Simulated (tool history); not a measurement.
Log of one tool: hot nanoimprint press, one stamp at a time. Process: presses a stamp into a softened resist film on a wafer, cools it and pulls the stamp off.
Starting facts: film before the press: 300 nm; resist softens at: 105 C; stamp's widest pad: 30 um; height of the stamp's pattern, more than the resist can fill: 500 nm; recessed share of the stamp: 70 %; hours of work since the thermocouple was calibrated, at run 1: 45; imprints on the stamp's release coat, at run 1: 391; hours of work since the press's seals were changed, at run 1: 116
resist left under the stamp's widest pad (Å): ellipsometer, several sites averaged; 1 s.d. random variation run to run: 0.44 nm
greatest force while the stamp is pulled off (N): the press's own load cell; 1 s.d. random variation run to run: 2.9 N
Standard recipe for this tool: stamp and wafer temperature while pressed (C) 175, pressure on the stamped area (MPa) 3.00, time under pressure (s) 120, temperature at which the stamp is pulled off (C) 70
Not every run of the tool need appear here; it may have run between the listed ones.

run   hour  stamp and wafer temperature while pressed (C)  pressure on the stamped area (MPa)  time under pressure (s)  temperature at which the stamp is pulled off (C)  hours of work since the thermocouple was calibrated  imprints on the stamp's release coat  hours of work since the press's seals were changed  resist left under the stamp's widest pad (Å)  greatest force while the stamp is pulled off (N)
  1    0.0                                            175                                3.00                      120                                                70                                                   45                                   391                                                 116                                          1227                                               136
  2   12.6                                            175                                3.00                      120                                                70                                                   51                                   429                                                 122                                          1226                                               135
  3   22.6                                            175                                3.00                      120                                                70                                                   56                                   460                                                 127                                          1227                                               135
  4   36.4                                            175                                3.00                      120                                                70                                                   62                                   502                                                 133                                          1229                                               140
  5   50.9                                            175                                3.00                      120                                                70                                                   69                                   546                                                 140                                          1226                                               134
  6   63.3                                            186                                3.00                      120                                                70                                                   75                                   583                                                 146                                           691                                               135
  7   72.9                                            186                                3.00                      120                                                70                                                   79                                   613                                                 150                                           693                                               137
  8   85.8                                            186                                3.00                      120                                                70                                                   85                                   652                                                 156                                           690                                               135
  9  101.2                                            186                                3.00                      120                                                70                                                   92                                   698                                                 163                                           693                                               135
 10  118.0                                            186                                3.00                      120                                                70                                                  100                                   749                                                 171                                           687                                               140
 11  125.2                                            186                                3.00                      120                                                70                                                  104                                   771                                                 174                                           689                                               137
 12  134.5                                            186                                3.00                      120                                                70                                                  108                                   799                                                 179                                           688                                               130
 13  144.3                                            175                                3.00                      120                                                66                                                  112                                   829                                                 183                                          1213                                               141
 14  157.0                                            175                                3.00                      120                                                66                                                  118                                   868                                                 189                                          1227                                               141
 15  167.1                                            175                                3.00                      120                                                64                                                  123                                   898                                                 194                                          1214                                               147
 16  174.1                                            175                                3.00                      120                                                64                                                  126                                   920                                                 197                                          1222                                               143
 17  191.0                                            176                                2.35                       78                                                75                                                  134                                   971                                                 205                                          1511                                               136
 18  203.2                                            176                                2.35                       78                                                75                                                  140                                  1008                                                 211                                          1509                                               131
 19  212.6                                            167                                3.74                       81                                                70                                                  144                                  1036                                                 215                                          1881                                               134
 20  223.5                                            167                                3.74                       81                                                70                                                  149                                  1069                                                 220                                          1884                                               141
 21  238.6                                            186                                3.74                      200                                                70                                                  156                                  1115                                                 227                                           489                                               141
 22  247.0                                            186                                3.74                      200                                                70                                                  160                                  1141                                                 231                                           492                                               138
 23  261.6                                            175                                2.22                      120                                                70                                                  167                                  1185                                                 238                                          1415                                               137
 24  269.2                                            175                                2.22                      120                                                70                                                  170                                  1208                                                 241                                          1413                                               141
 25  282.7                                            170                                2.12                      150                                                70                                                  177                                  1249                                                 248                                          1711                                               131
 26  298.1                                            170                                2.12                      150                                                70                                                  184                                  1296                                                 255                                          1718                                               133
 27  313.7                                            170                                2.12                      150                                                70                                                  191                                  1343                                                 262                                          1707                                               136
 28  320.9                                            170                                2.12                      188                                                67                                                  194                                  1365                                                 265                                          1585                                               138
     333.3  -- stamp cleaned and given a new release coat
 29  333.9                                            171                                2.12                       96                                                77                                                  198                                     1                                                 269                                          1858                                               124
 30  341.9                                            175                                3.00                       65                                                77                                                  201                                    26                                                 272                                          1492                                               123
 31  353.2                                            174                                3.00                      120                                                61                                                  207                                    60                                                 278                                          1280                                               141

Forecast each of these 3 alternatives for the next run:
  A  363.0                                            174                                4.74                       79                                                61                                                  211                                    90                                                 282                                             ?                                                 ?
  B  363.0                                            175                                3.00                      120                                                76                                                  211                                    90                                                 282                                             ?                                                 ?
  C  363.0                                            175                                3.00                      122                                                67                                                  211                                    90                                                 282                                             ?                                                 ?

run  resist left under the stamp's widest pad (Å)  greatest force while the stamp is pulled off (N)
  A                                          1180                                               144
  B                                          1206                                               124
  C                                          1195                                               138
With no hidden state in the tool, these same runs would have given:
run  resist left under the stamp's widest pad (Å)  greatest force while the stamp is pulled off (N)
  A                                          1204                                               144
  B                                          1231                                               124
  C                                          1219                                               137

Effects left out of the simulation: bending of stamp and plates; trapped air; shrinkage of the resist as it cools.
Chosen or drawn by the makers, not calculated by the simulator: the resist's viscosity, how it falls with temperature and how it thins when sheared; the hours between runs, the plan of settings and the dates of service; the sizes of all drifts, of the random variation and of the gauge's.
